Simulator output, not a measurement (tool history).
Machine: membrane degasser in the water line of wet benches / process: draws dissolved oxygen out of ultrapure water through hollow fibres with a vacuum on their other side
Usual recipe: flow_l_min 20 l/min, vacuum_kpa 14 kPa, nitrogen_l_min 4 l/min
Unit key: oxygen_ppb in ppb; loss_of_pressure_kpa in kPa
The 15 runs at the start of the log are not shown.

run	hour	flow_l_min	vacuum_kpa	nitrogen_l_min	oxygen_ppb	loss_of_pressure_kpa
16	3623.7	25	14	4	449.7	48.67
17	3841	20	24.4	6.6	354.4	39.31
18	4139.3	30	8.8	1.79	600.9	58.66
19	4365.3	23	14	3.6	420.1	44.84
20	4561	23	14	3.6	423.5	45.03
21	4818.1	12	9.1	1.82	163.9	23.71
22	5022.3	17	23.6	1.82	590.3	33.47
23	5268.4	17	23.6	1.82	551	33.86
24	5482.4	17	11.9	4.12	234.7	33.56
# hour 5610.4: seals of the vacuum lines changed
25	5813.6	17	11.9	4.12	233	33.52
26	6086.7	17	11.9	4.12	237.8	33.66
27	6237	17	11.9	4.12	233.3	33.34
28	6561.7	17	11.9	4.12	235.3	33.57
29	6829.5	18	14	3.9	288.8	36.09
# hour 6974: vacuum gauge calibrated
30	7101.8	24	12.9	6.24	377.7	47.46
31	7237.5	18	22.4	4	369.5	35.53
32	7386.4	17	34.7	11.68	261.6	33.96

Forecast each of these 3 alternatives for the next run:
A	7633.5	20	34.7	4	?	?
B	7633.5	32	18.6	4	?	?
C	7633.5	28	8.6	5.64	?	?

run	oxygen_ppb	loss_of_pressure_kpa
A	555.8	39.7
B	716.2	63.76
C	430.2	55.46
Take away the tool's hidden state, keep each run's random variation, and the runs would have read:
run	oxygen_ppb	loss_of_pressure_kpa
A	532.4	38.42
B	675.7	61.7
C	393.9	53.67
